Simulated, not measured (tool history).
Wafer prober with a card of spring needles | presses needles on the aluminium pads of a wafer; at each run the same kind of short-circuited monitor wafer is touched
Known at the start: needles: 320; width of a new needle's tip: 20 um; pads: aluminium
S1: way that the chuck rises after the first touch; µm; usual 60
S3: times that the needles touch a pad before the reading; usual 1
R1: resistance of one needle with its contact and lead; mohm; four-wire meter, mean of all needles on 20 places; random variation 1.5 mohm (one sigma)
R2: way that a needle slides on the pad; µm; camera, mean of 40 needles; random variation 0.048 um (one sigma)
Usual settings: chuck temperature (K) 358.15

{"run": 1, "hour": 0.0, "S1": 60, "chuck temperature (K)": 358.15, "S3": 1, "R1": 145, "R2": 9.47}
{"run": 2, "hour": 15.5, "S1": 60, "chuck temperature (K)": 358.15, "S3": 1, "R1": 180, "R2": 9.47}
{"run": 3, "hour": 43.7, "S1": 60, "chuck temperature (K)": 358.15, "S3": 1, "R1": 179, "R2": 9.46}
{"run": 4, "hour": 59.7, "S1": 60, "chuck temperature (K)": 313.15, "S3": 1, "R1": 174, "R2": 9.46}
{"run": 5, "hour": 76.0, "S1": 60, "chuck temperature (K)": 326.15, "S3": 1, "R1": 158, "R2": 9.49}
{"run": 6, "hour": 103.1, "S1": 60, "chuck temperature (K)": 326.15, "S3": 2, "R1": 153, "R2": 9.45}
{"run": 7, "hour": 123.2, "S1": 60, "chuck temperature (K)": 326.15, "S3": 2, "R1": 148, "R2": 9.43}
{"run": 8, "hour": 137.3, "S1": 60, "chuck temperature (K)": 326.15, "S3": 2, "R1": 163, "R2": 9.38}
{"run": 9, "hour": 163.7, "S1": 60, "chuck temperature (K)": 326.15, "S3": 2, "R1": 163, "R2": 9.34}
{"run": 10, "hour": 179.4, "S1": 60, "chuck temperature (K)": 358.15, "S3": 1, "R1": 177, "R2": 9.39}
{"run": 11, "hour": 196.7, "S1": 60, "chuck temperature (K)": 358.15, "S3": 1, "R1": 169, "R2": 9.32}
{"run": 12, "hour": 214.3, "S1": 60, "chuck temperature (K)": 358.15, "S3": 1, "R1": 147, "R2": 9.32}
{"run": 13, "hour": 237.7, "S1": 60, "chuck temperature (K)": 305.15, "S3": 1, "R1": 144, "R2": 9.33}
{"run": 14, "hour": 251.0, "S1": 60, "chuck temperature (K)": 305.15, "S3": 1, "R1": 177, "R2": 9.34}
{"run": 15, "hour": 267.1, "S1": 60, "chuck temperature (K)": 358.15, "S3": 1, "R1": 174, "R2": 9.28}
{"run": 16, "hour": 280.7, "S1": 60, "chuck temperature (K)": 358.15, "S3": 1, "R1": 188, "R2": 9.32}
{"run": 17, "hour": 306.4, "S1": 60, "chuck temperature (K)": 395.15, "S3": 1, "R1": 192, "R2": 9.22}
{"run": 18, "hour": 319.1, "S1": 58, "chuck temperature (K)": 395.15, "S3": 1, "R1": 186, "R2": 8.97}
{"run": 19, "hour": 338.8, "S1": 58, "chuck temperature (K)": 395.15, "S3": 1, "R1": 182, "R2": 8.85}
{"run": 20, "hour": 361.4, "S1": 58, "chuck temperature (K)": 338.15, "S3": 3, "R1": 154, "R2": 8.9}
{"run": 21, "hour": 377.6, "S1": 41, "chuck temperature (K)": 331.15, "S3": 1, "R1": 151, "R2": 6.06}
{"run": 22, "hour": 404.8, "S1": 60, "chuck temperature (K)": 358.15, "S3": 2, "R1": 157, "R2": 9.11}
{"run": 23, "hour": 425.6, "S1": 60, "chuck temperature (K)": 358.15, "S3": 2, "R1": 147, "R2": 9.74}
{"run": 24, "hour": 448.7, "S1": 60, "chuck temperature (K)": 358.15, "S3": 2, "R1": 144, "R2": 9.67}
{"run": 25, "hour": 472.8, "S1": 60, "chuck temperature (K)": 330.15, "S3": 1, "R1": 146, "R2": 9.67}
{"run": 26, "hour": 498.0, "S1": 52, "chuck temperature (K)": 358.15, "S3": 2, "R1": 159, "R2": 8.36}
{"run": 27, "hour": 523.8, "S1": 52, "chuck temperature (K)": 343.15, "S3": 2, "R1": 160, "R2": 8.32}
{"run": 28, "hour": 541.8, "S1": 44, "chuck temperature (K)": 358.15, "S3": 1, "R1": 163, "R2": 7.1}
{"run": 29, "hour": 555.7, "S1": 44, "chuck temperature (K)": 358.15, "S3": 1, "R1": 220, "R2": 7.01}
{"run": 30, "hour": 577.8, "S1": 60, "chuck temperature (K)": 315.15, "S3": 1, "R1": 176, "R2": 9.56}
{"run": 31, "hour": 594.3, "S1": 60, "chuck temperature (K)": 315.15, "S3": 1, "R1": 160, "R2": 9.59}
{"run": 32, "hour": 610.7, "S1": 72, "chuck temperature (K)": 315.15, "S3": 1, "R1": 169, "R2": 11.51}
{"run": 33, "hour": 622.8, "S1": 60, "chuck temperature (K)": 340.15, "S3": 1, "R1": 175, "R2": 9.62}

Taken out of this log: 28 entries between the listed runs. Where each belongs, and how the hidden state differs across it:
Between runs 2 and 3: tips cleaned on abrasive film (hour 23.5)
  debris on the tips, nm: 60.6 -> 64.7; way that the needles fall short of the set height, um: 1.41 -> 1.52; tips' diameter, um: 20.49 -> 20.53
  measured less the result without the state, R1: +38 -> +40 mohm; R2: -0.22 -> -0.25 µm
Between runs 3 and 4: tips cleaned on abrasive film (hour 47.1)
  debris on the tips, nm: 64.7 -> 55.6; way that the needles fall short of the set height, um: 1.52 -> 1.64; tips' diameter, um: 20.53 -> 20.57
  measured less the result without the state, R1: +40 -> +38 mohm; R2: -0.25 -> -0.26 µm
Between runs 4 and 5: tips cleaned on abrasive film (hour 72.1)
  debris on the tips, nm: 55.6 -> 27.3; way that the needles fall short of the set height, um: 1.64 -> 1.74; tips' diameter, um: 20.57 -> 20.61
  measured less the result without the state, R1: +38 -> +19 mohm; R2: -0.26 -> -0.28 µm
Between runs 5 and 6: tips cleaned on abrasive film (hour 96.1)
  debris on the tips, nm: 27.3 -> 42.3; way that the needles fall short of the set height, um: 1.74 -> 1.84; tips' diameter, um: 20.61 -> 20.65
  measured less the result without the state, R1: +19 -> +18 mohm; R2: -0.28 -> -0.3 µm
Between runs 6 and 7: tips cleaned on abrasive film (hour 120.3)
  debris on the tips, nm: 42.3 -> 23.8; way that the needles fall short of the set height, um: 1.84 -> 1.94; tips' diameter, um: 20.65 -> 20.68
  measured less the result without the state, R1: +18 -> +11 mohm; R2: -0.3 -> -0.32 µm
Between runs 8 and 9: tips cleaned on abrasive film (hour 143.6)
  debris on the tips, nm: 62.3 -> 65.6; way that the needles fall short of the set height, um: 1.94 -> 2.04; tips' diameter, um: 20.68 -> 20.72
  measured less the result without the state, R1: +26 -> +27 mohm; R2: -0.31 -> -0.33 µm
Between runs 9 and 10: tips cleaned on abrasive film (hour 167.3)
  debris on the tips, nm: 65.6 -> 54.9; way that the needles fall short of the set height, um: 2.04 -> 2.17; tips' diameter, um: 20.72 -> 20.76
  measured less the result without the state, R1: +27 -> +37 mohm; R2: -0.33 -> -0.35 µm
Between runs 10 and 11: tips cleaned on abrasive film (hour 190.6)
  debris on the tips, nm: 54.9 -> 39.9; way that the needles fall short of the set height, um: 2.17 -> 2.29; tips' diameter, um: 20.76 -> 20.8
  measured less the result without the state, R1: +37 -> +27 mohm; R2: -0.35 -> -0.37 µm
Between runs 11 and 12: tips cleaned on abrasive film (hour 213.6)
  debris on the tips, nm: 39.9 -> 12.4; way that the needles fall short of the set height, um: 2.29 -> 2.37; tips' diameter, um: 20.8 -> 20.83
  measured less the result without the state, R1: +27 -> +9 mohm; R2: -0.37 -> -0.38 µm
Between runs 12 and 13: tips cleaned on abrasive film (hour 236.7)
  debris on the tips, nm: 12.4 -> 10.8; way that the needles fall short of the set height, um: 2.37 -> 2.45; tips' diameter, um: 20.83 -> 20.86
  measured less the result without the state, R1: +9 -> +9 mohm; R2: -0.38 -> -0.4 µm
Between runs 14 and 15: tips cleaned on abrasive film (hour 260.5)
  debris on the tips, nm: 56.5 -> 46.1; way that the needles fall short of the set height, um: 2.45 -> 2.57; tips' diameter, um: 20.86 -> 20.9
  measured less the result without the state, R1: +42 -> +32 mohm; R2: -0.4 -> -0.42 µm
Between runs 16 and 17: tips cleaned on abrasive film (hour 283.5); height of the first contact set anew (hour 295)
  debris on the tips, nm: 67.1 -> 66.9; way that the needles fall short of the set height, um: 2.57 -> 2.96; tips' diameter, um: 20.9 -> 20.93
  measured less the result without the state, R1: +46 -> +44 mohm; R2: -0.41 -> -0.48 µm
Between runs 17 and 18: tips cleaned on abrasive film (hour 307.7)
  debris on the tips, nm: 66.9 -> 53.3; way that the needles fall short of the set height, um: 2.96 -> 3.08; tips' diameter, um: 20.93 -> 20.97
  measured less the result without the state, R1: +44 -> +37 mohm; R2: -0.48 -> -0.5 µm
Between runs 18 and 19: tips cleaned on abrasive film (hour 331)
  debris on the tips, nm: 53.3 -> 47; way that the needles fall short of the set height, um: 3.08 -> 3.18; tips' diameter, um: 20.97 -> 21
  measured less the result without the state, R1: +37 -> +33 mohm; R2: -0.5 -> -0.51 µm
Between runs 19 and 20: tips cleaned on abrasive film (hour 354.3)
  debris on the tips, nm: 47 -> 43.3; way that the needles fall short of the set height, um: 3.18 -> 3.29; tips' diameter, um: 21 -> 21.04
  measured less the result without the state, R1: +33 -> +13 mohm; R2: -0.51 -> -0.54 µm
Between runs 20 and 21: tips cleaned on abrasive film (hour 377.6)
  debris on the tips, nm: 43.3 -> 4.2; way that the needles fall short of the set height, um: 3.29 -> 3.39; tips' diameter, um: 21.04 -> 21.08
  measured less the result without the state, R1: +13 -> +9 mohm; R2: -0.54 -> -0.56 µm
Between runs 21 and 22: tips cleaned on abrasive film (hour 401.7)
  debris on the tips, nm: 4.2 -> 26.5; way that the needles fall short of the set height, um: 3.39 -> 3.49; tips' diameter, um: 21.08 -> 21.11
  measured less the result without the state, R1: +9 -> +12 mohm; R2: -0.56 -> -0.57 µm
Between runs 22 and 23: height of the first contact set anew, once more (hour 412.2); tips cleaned on abrasive film (hour 424.8)
  debris on the tips, nm: 26.5 -> 9.9; way that the needles fall short of the set height, um: 3.49 -> 0.08; tips' diameter, um: 21.11 -> 21.14
  measured less the result without the state, R1: +12 -> +4 mohm; R2: -0.57 -> -0.01 µm
Between runs 23 and 24: tips cleaned on abrasive film (hour 448.5)
  debris on the tips, nm: 9.9 -> 6.8; way that the needles fall short of the set height, um: 0.08 -> 0.16; tips' diameter, um: 21.14 -> 21.17
  measured less the result without the state, R1: +4 -> +3 mohm; R2: -0.01 -> -0.02 µm
Between runs 24 and 25: tips cleaned on abrasive film (hour 471.5)
  debris on the tips, nm: 6.8 -> 12.7; way that the needles fall short of the set height, um: 0.16 -> 0.24; tips' diameter, um: 21.17 -> 21.2
  measured less the result without the state, R1: +3 -> +9 mohm; R2: -0.02 -> -0.04 µm
Between runs 25 and 26: tips cleaned on abrasive film (hour 495)
  debris on the tips, nm: 12.7 -> 24; way that the needles fall short of the set height, um: 0.24 -> 0.32; tips' diameter, um: 21.2 -> 21.23
  measured less the result without the state, R1: +9 -> +12 mohm; R2: -0.04 -> -0.05 µm
Between runs 26 and 27: tips cleaned on abrasive film (hour 517.9)
  debris on the tips, nm: 24 -> 36.4; way that the needles fall short of the set height, um: 0.32 -> 0.44; tips' diameter, um: 21.23 -> 21.27
  measured less the result without the state, R1: +12 -> +19 mohm; R2: -0.05 -> -0.07 µm
Between runs 27 and 28: tips cleaned on abrasive film (hour 540.8)
  debris on the tips, nm: 36.4 -> 14.8; way that the needles fall short of the set height, um: 0.44 -> 0.53; tips' diameter, um: 21.27 -> 21.3
  measured less the result without the state, R1: +19 -> +18 mohm; R2: -0.07 -> -0.08 µm
Between runs 29 and 30: tips cleaned on abrasive film (hour 564)
  debris on the tips, nm: 61 -> 58.4; way that the needles fall short of the set height, um: 0.53 -> 0.62; tips' diameter, um: 21.3 -> 21.33
  measured less the result without the state, R1: +71 -> +41 mohm; R2: -0.08 -> -0.1 µm
Between runs 30 and 31: tips cleaned on abrasive film (hour 588.2)
  debris on the tips, nm: 58.4 -> 38.5; way that the needles fall short of the set height, um: 0.62 -> 0.74; tips' diameter, um: 21.33 -> 21.37
  measured less the result without the state, R1: +41 -> +27 mohm; R2: -0.1 -> -0.12 µm
Between runs 32 and 33: tips cleaned on abrasive film (hour 612.7)
  debris on the tips, nm: 66.8 -> 50.9; way that the needles fall short of the set height, um: 0.74 -> 0.82; tips' diameter, um: 21.37 -> 21.4
  measured less the result without the state, R1: +35 -> +35 mohm; R2: -0.11 -> -0.13 µm
